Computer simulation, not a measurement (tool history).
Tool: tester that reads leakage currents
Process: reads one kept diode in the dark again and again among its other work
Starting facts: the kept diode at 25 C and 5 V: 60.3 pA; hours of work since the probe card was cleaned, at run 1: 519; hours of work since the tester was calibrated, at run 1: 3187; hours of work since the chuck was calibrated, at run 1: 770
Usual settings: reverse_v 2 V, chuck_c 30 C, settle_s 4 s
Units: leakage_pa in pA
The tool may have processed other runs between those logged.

| run | day | reverse_v | chuck_c | settle_s | hours of work since the probe card was cleaned | hours of work since the tester was calibrated | hours of work since the chuck was calibrated | leakage_pa |
|---|---|---|---|---|---|---|---|---|
| 1 | 0 | 2 | 30 | 4 | 519 | 3187 | 770 | 53.67 |
| 2 | 6.696 | 2 | 30 | 4 | 604 | 3271 | 855 | 53.57 |
| 3 | 16.171 | 2 | 30 | 4 | 724 | 3392 | 975 | 52.91 |
| 4 | 23.992 | 2 | 30 | 4 | 824 | 3491 | 1075 | 52.49 |
| 5 | 33.533 | 2 | 30 | 4 | 945 | 3612 | 1196 | 52.14 |
|  | 36.242 | chuck's temperature calibrated |
| 6 | 42.438 | 2 | 30 | 4 | 1057 | 3724 | 79 | 61.18 |
| 7 | 50.029 | 1.02 | 30 | 4 | 1153 | 3820 | 175 | 44.31 |

Run 8 comes next. What will it give?
| 8 | 54.933 | 1.54 | 31 | 4 | 1215 | 3883 | 237 | ? |

leakage_pa: 58.17 pA
Minus the tool's unlogged condition, the same run would have read leakage_pa 59.19 pA.
